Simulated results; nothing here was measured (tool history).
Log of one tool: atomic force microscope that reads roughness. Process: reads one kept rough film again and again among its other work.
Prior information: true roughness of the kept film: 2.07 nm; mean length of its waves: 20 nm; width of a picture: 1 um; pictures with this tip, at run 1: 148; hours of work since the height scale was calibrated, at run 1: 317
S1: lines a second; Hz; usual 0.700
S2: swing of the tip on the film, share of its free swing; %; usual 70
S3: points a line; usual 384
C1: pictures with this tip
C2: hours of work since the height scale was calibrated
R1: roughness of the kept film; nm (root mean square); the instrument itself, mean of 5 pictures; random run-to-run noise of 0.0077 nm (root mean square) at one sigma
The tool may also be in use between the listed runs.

{"run": 1, "hour": 0.0, "S1": 0.7, "S2": 70, "S3": 384, "C1": 148, "C2": 317, "R1": 1.635}
{"run": 2, "hour": 9.4, "S1": 0.7, "S2": 86, "S3": 384, "C1": 165, "C2": 323, "R1": 1.569}
{"run": 3, "hour": 21.1, "S1": 0.7, "S2": 86, "S3": 400, "C1": 186, "C2": 331, "R1": 1.568}
{"run": 4, "hour": 28.1, "S1": 0.7, "S2": 86, "S3": 400, "C1": 199, "C2": 336, "R1": 1.561}
{"run": 5, "hour": 35.9, "S1": 1.993, "S2": 70, "S3": 384, "C1": 213, "C2": 341, "R1": 1.544}
{"run": 6, "hour": 42.7, "S1": 1.993, "S2": 70, "S3": 384, "C1": 225, "C2": 346, "R1": 1.536}
{"run": 7, "hour": 52.9, "S1": 1.993, "S2": 70, "S3": 384, "C1": 243, "C2": 353, "R1": 1.546}
{"run": 8, "hour": 61.3, "S1": 1.768, "S2": 70, "S3": 384, "C1": 258, "C2": 358, "R1": 1.551}
{"run": 9, "hour": 69.2, "S1": 1.768, "S2": 70, "S3": 384, "C1": 273, "C2": 364, "R1": 1.555}
{"run": 10, "hour": 78.0, "S1": 1.768, "S2": 70, "S3": 384, "C1": 288, "C2": 369, "R1": 1.552}
{"run": 11, "hour": 85.2, "S1": 0.7, "S2": 73, "S3": 384, "C1": 301, "C2": 374, "R1": 1.626}
{"hour": 87.4, "done": "new tip fitted"}
{"run": 12, "hour": 92.5, "S1": 0.7, "S2": 70, "S3": 384, "C1": 9, "C2": 379, "R1": 1.637}
{"run": 13, "hour": 98.2, "S1": 0.7, "S2": 70, "S3": 384, "C1": 20, "C2": 383, "R1": 1.645}
{"run": 14, "hour": 103.6, "S1": 0.7, "S2": 70, "S3": 384, "C1": 29, "C2": 386, "R1": 1.629}
{"run": 15, "hour": 111.9, "S1": 0.7, "S2": 70, "S3": 384, "C1": 44, "C2": 392, "R1": 1.628}
{"run": 16, "hour": 117.3, "S1": 0.7, "S2": 70, "S3": 384, "C1": 54, "C2": 396, "R1": 1.641}
{"run": 17, "hour": 125.0, "S1": 0.7, "S2": 70, "S3": 384, "C1": 68, "C2": 401, "R1": 1.633}
{"run": 18, "hour": 132.2, "S1": 0.7, "S2": 82, "S3": 384, "C1": 81, "C2": 406, "R1": 1.582}
{"run": 19, "hour": 142.7, "S1": 0.7, "S2": 82, "S3": 384, "C1": 100, "C2": 413, "R1": 1.584}
{"run": 20, "hour": 151.8, "S1": 0.7, "S2": 82, "S3": 384, "C1": 116, "C2": 419, "R1": 1.583}
{"run": 21, "hour": 162.9, "S1": 3.965, "S2": 76, "S3": 700, "C1": 136, "C2": 426, "R1": 1.346}
{"run": 22, "hour": 170.0, "S1": 1.027, "S2": 68, "S3": 626, "C1": 149, "C2": 431, "R1": 1.634}
{"run": 23, "hour": 181.7, "S1": 2.439, "S2": 70, "S3": 384, "C1": 170, "C2": 439, "R1": 1.496}
{"run": 24, "hour": 188.2, "S1": 0.743, "S2": 66, "S3": 776, "C1": 182, "C2": 443, "R1": 1.651}
{"run": 25, "hour": 197.1, "S1": 3.585, "S2": 72, "S3": 384, "C1": 198, "C2": 449, "R1": 1.416}
{"run": 26, "hour": 206.6, "S1": 1.511, "S2": 72, "S3": 554, "C1": 215, "C2": 456, "R1": 1.569}
{"run": 27, "hour": 216.3, "S1": 0.893, "S2": 60, "S3": 414, "C1": 232, "C2": 462, "R1": 1.653}
{"run": 28, "hour": 224.6, "S1": 0.893, "S2": 60, "S3": 414, "C1": 247, "C2": 468, "R1": 1.643}
{"run": 29, "hour": 231.3, "S1": 0.7, "S2": 70, "S3": 282, "C1": 259, "C2": 472, "R1": 1.602}
{"run": 30, "hour": 242.4, "S1": 0.7, "S2": 70, "S3": 282, "C1": 279, "C2": 480, "R1": 1.6}
{"run": 31, "hour": 249.8, "S1": 0.7, "S2": 70, "S3": 282, "C1": 292, "C2": 485, "R1": 1.593}
{"hour": 256.6, "done": "new tip fitted"}
{"run": 32, "hour": 258.0, "S1": 0.7, "S2": 70, "S3": 282, "C1": 2, "C2": 490, "R1": 1.602}
{"run": 33, "hour": 266.8, "S1": 0.7, "S2": 79, "S3": 902, "C1": 18, "C2": 496, "R1": 1.638}

5 options for the next run, each taken on its own from the tool as it stands now. Forecast them:
{"run": "A", "hour": 273.5, "S1": 0.7, "S2": 90, "S3": 514, "C1": 30, "C2": 500, "R1": "?"}
{"run": "B", "hour": 273.5, "S1": 0.7, "S2": 79, "S3": 954, "C1": 30, "C2": 500, "R1": "?"}
{"run": "C", "hour": 273.5, "S1": 0.7, "S2": 56, "S3": 542, "C1": 30, "C2": 500, "R1": "?"}
{"run": "D", "hour": 273.5, "S1": 0.7, "S2": 74, "S3": 284, "C1": 30, "C2": 500, "R1": "?"}
{"run": "E", "hour": 273.5, "S1": 1.204, "S2": 70, "S3": 277, "C1": 30, "C2": 500, "R1": "?"}

run=A R1=1.566
run=B R1=1.627
run=C R1=1.683
run=D R1=1.595
run=E R1=1.565
With no hidden state in the tool, these same runs would have given:
run=A R1=1.567
run=B R1=1.628
run=C R1=1.684
run=D R1=1.596
run=E R1=1.566

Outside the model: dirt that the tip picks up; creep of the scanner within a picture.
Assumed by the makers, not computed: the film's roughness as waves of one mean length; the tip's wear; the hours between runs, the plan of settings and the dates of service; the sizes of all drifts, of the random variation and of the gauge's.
